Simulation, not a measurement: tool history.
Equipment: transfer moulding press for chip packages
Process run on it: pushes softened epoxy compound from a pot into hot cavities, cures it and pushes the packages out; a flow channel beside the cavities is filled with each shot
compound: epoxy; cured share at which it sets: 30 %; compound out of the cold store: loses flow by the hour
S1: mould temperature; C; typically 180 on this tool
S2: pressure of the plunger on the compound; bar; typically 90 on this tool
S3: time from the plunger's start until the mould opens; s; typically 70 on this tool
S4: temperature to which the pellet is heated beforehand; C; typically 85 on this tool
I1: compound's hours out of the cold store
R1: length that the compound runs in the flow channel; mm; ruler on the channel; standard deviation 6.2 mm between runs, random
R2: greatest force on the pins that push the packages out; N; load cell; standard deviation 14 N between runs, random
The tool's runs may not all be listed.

run 1 hour=0 | S1=180 S2=90 S3=70 S4=85 | I1=35.7 | R1=741 R2=936
-- hour=4.7 cavities cleaned with cleaning compound and waxed
run 2 hour=15.8 | S1=180 S2=90 S3=70 S4=85 | I1=9.1 | R1=859 R2=918
run 3 hour=33 | S1=180 S2=90 S3=70 S4=85 | I1=47.1 | R1=682 R2=878
-- hour=48.7 cavities cleaned with cleaning compound and waxed
run 4 hour=50.6 | S1=180 S2=90 S3=70 S4=85 | I1=11.9 | R1=851 R2=862
run 5 hour=66.4 | S1=180 S2=90 S3=70 S4=85 | I1=34.2 | R1=739 R2=907
-- hour=72.2 mould's thermocouples calibrated
run 6 hour=81.8 | S1=180 S2=90 S3=70 S4=85 | I1=43.5 | R1=708 R2=822
-- hour=94.2 cavities cleaned with cleaning compound and waxed
run 7 hour=103.8 | S1=180 S2=90 S3=70 S4=85 | I1=36.6 | R1=727 R2=774
run 8 hour=119.2 | S1=180 S2=90 S3=70 S4=85 | I1=16 | R1=823 R2=921
run 9 hour=130.9 | S1=181 S2=74.4 S3=70 S4=94 | I1=41 | R1=631 R2=773
-- hour=137.5 cavities cleaned with cleaning compound and waxed
run 10 hour=141.9 | S1=182 S2=90 S3=58 S4=85 | I1=13.9 | R1=824 R2=1144
run 11 hour=161.1 | S1=180 S2=72.1 S3=70 S4=87 | I1=25 | R1=687 R2=860
-- hour=180.7 cavities cleaned with cleaning compound and waxed
run 12 hour=181.2 | S1=181 S2=87.4 S3=70 S4=90 | I1=8.6 | R1=833 R2=721

Each row is a separate what-if for the run after 12, all from the same tool condition, not one after another. Results?
run A hour=199.7 | S1=180 S2=90 S3=69 S4=85 | I1=44.4 | R1=? R2=?
run B hour=199.7 | S1=186 S2=92.9 S3=70 S4=82 | I1=27.5 | R1=? R2=?
run C hour=199.7 | S1=177 S2=90 S3=70 S4=85 | I1=27.7 | R1=? R2=?
run D hour=199.7 | S1=188 S2=68.3 S3=97 S4=90 | I1=34.1 | R1=? R2=?
run E hour=199.7 | S1=185 S2=87.4 S3=70 S4=90 | I1=34.7 | R1=? R2=?

run=A R1=683 R2=816
run=B R1=753 R2=593
run=C R1=761 R2=999
run=D R1=618 R2=504
run=E R1=701 R2=629
Take away the tool's hidden state, keep each run's random variation, and the runs would have read:
run=A R1=718 R2=698
run=B R1=791 R2=509
run=C R1=800 R2=852
run=D R1=650 R2=434
run=E R1=736 R2=539
